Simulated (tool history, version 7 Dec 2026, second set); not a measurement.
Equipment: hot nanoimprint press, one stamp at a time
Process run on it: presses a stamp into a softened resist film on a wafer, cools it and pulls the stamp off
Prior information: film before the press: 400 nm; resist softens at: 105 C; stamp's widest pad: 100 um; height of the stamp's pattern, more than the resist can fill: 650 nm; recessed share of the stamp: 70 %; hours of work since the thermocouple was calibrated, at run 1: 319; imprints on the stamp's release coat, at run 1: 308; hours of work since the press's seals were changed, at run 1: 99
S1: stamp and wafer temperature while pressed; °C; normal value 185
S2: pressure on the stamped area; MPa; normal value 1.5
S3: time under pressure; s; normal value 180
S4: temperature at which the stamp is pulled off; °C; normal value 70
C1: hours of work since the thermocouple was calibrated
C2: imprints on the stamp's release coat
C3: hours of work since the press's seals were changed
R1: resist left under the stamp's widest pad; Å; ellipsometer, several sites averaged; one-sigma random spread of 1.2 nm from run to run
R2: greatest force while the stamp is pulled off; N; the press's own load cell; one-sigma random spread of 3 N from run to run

Run 1, hour 0: usual settings; C1 319; C2 308; C3 99. Result: R1 1905 Å, R2 152 N.
Run 2, hour 19.3: usual settings but S4 66 °C; C1 328; C2 347; C3 108. Result: R1 1940 Å, R2 168 N.
Run 3, hour 30.9: usual settings; C1 333; C2 371; C3 113. Result: R1 1929 Å, R2 150 N.
Run 4, hour 50.9: usual settings; C1 342; C2 412; C3 122. Result: R1 1918 Å, R2 157 N.
Run 5, hour 68.9: usual settings; C1 351; C2 449; C3 131. Result: R1 1912 Å, R2 158 N.
Run 6, hour 85.8: usual settings; C1 359; C2 484; C3 139. Result: R1 1935 Å, R2 154 N.
Run 7, hour 103.9: usual settings but S3 175 s; C1 367; C2 521; C3 147. Result: R1 1945 Å, R2 159 N.
At hour 113.2: plate thermocouple calibrated.
Run 8, hour 121.5: usual settings; C1 4; C2 551; C3 154. Result: R1 1824 Å, R2 153 N.
Run 9, hour 137.4: usual settings but S3 105 s; C1 11; C2 584; C3 161. Result: R1 2156 Å, R2 157 N.
Run 10, hour 157.1: usual settings but S2 1.33 MPa; C1 20; C2 625; C3 170. Result: R1 1951 Å, R2 156 N.
Run 11, hour 173.5: usual settings but S2 1.33 MPa; C1 28; C2 658; C3 178. Result: R1 1957 Å, R2 161 N.
Run 12, hour 195.7: usual settings but S3 268 s; C1 38; C2 704; C3 188. Result: R1 1608 Å, R2 167 N.
Run 13, hour 217: usual settings but S2 1.18 MPa, S3 110 s, S4 71 °C; C1 48; C2 748; C3 198. Result: R1 2425 Å, R2 154 N.
Run 14, hour 233: usual settings but S2 1.18 MPa, S3 110 s, S4 71 °C; C1 56; C2 781; C3 205. Result: R1 2375 Å, R2 158 N.
Run 15, hour 250.1: usual settings but S2 1.18 MPa, S3 110 s, S4 71 °C; C1 63; C2 816; C3 213. Result: R1 2424 Å, R2 152 N.
Run 16, hour 265.2: usual settings but S2 1.18 MPa, S3 110 s, S4 71 °C; C1 70; C2 847; C3 220. Result: R1 2407 Å, R2 158 N.
Run 17, hour 277.6: usual settings but S2 1.18 MPa, S3 110 s, S4 71 °C; C1 76; C2 872; C3 226. Result: R1 2418 Å, R2 165 N.
Run 18, hour 296.7: usual settings but S1 189 °C, S2 1.18 MPa, S3 110 s, S4 57 °C; C1 85; C2 911; C3 235. Result: R1 2113 Å, R2 212 N.
Run 19, hour 318.3: usual settings but S1 194 °C, S4 61 °C; C1 95; C2 956; C3 245. Result: R1 1298 Å, R2 197 N.
Run 20, hour 336.2: usual settings but S1 194 °C, S2 1.42 MPa, S3 175 s, S4 61 °C; C1 103; C2 993; C3 253. Result: R1 1331 Å, R2 193 N.
Run 21, hour 347.1: usual settings but S2 1.93 MPa; C1 108; C2 1015; C3 258. Result: R1 1599 Å, R2 170 N.

Here are 5 independent what-if runs from the current tool condition. What would each one return?
Run A, hour 356.6: usual settings but S1 190 °C, S2 1.97 MPa, S4 56 °C; C1 113; C2 1035; C3 263. Result: R1 ?, R2 ?.
Run B, hour 356.6: usual settings but S4 64 °C; C1 113; C2 1035; C3 263. Result: R1 ?, R2 ?.
Run C, hour 356.6: usual settings but S1 176 °C, S2 1.48 MPa; C1 113; C2 1035; C3 263. Result: R1 ?, R2 ?.
Run D, hour 356.6: usual settings but S1 193 °C, S2 1.93 MPa, S4 62 °C; C1 113; C2 1035; C3 263. Result: R1 ?, R2 ?.
Run E, hour 356.6: usual settings but S2 1.97 MPa, S3 354 s, S4 69 °C; C1 113; C2 1035; C3 263. Result: R1 ?, R2 ?.

run    R1   R2
  A  1301  222
  B  1862  188
  C  2666  168
  D  1165  192
  E  1259  171
Take away the tool's hidden state, keep each run's random variation, and the runs would have read:
run    R1   R2
  A  1249  187
  B  1798  157
  C  2588  140
  D  1120  160
  E  1207  143
